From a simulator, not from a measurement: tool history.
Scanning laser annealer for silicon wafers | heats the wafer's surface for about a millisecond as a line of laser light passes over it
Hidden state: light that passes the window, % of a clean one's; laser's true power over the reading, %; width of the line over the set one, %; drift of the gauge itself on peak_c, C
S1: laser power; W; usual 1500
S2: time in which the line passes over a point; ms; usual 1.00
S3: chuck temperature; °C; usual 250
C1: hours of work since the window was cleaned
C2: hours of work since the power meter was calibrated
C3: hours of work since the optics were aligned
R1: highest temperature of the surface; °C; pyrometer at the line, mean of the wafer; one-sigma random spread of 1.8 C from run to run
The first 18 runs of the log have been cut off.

run   hour    S1    S2   S3   C1   C2   C3   R1
 19  232.4  1312  0.95  223   57  419  133  805
 20  248.9  1312  0.95  223   69  431  145  804
 21  264.8  1441  0.94  277   80  442  157  923
 22  273.7  1330  0.83  225   87  449  163  772
 23  287.9  1340  0.89  277   97  459  173  849
 24  296.6  1305  0.74  277  103  465  180  779
 25  307.1  1305  0.74  277  111  473  187  780
 26  319.2  1305  0.81  212  120  482  196  741
 27  333.7  1305  0.81  212  130  492  207  739
 28  342.3  1305  0.71  212  136  499  213  701
 29  350.9  1382  1.22  240  143  505  219  951
 30  366.9  1382  1.22  240  154  516  231  946
 31  377.3  1382  1.22  240  162  524  238  948
 32  390.1  1436  0.76  240  171  533  248  810

Consider 3 possible next runs. They are alternatives, not a sequence: every one starts from the tool as it was left by run 32. What does each give?
  A  399.7  1298  1.10  249  178  540  255   ?
  B  399.7  1500  0.75  285  178  540  255   ?
  C  399.7  1546  0.86  263  178  540  255   ?

run   R1
  A  869
  B  885
  C  932
Without the tool's unlogged condition, the same runs would have read:
run   R1
  A  869
  B  885
  C  932
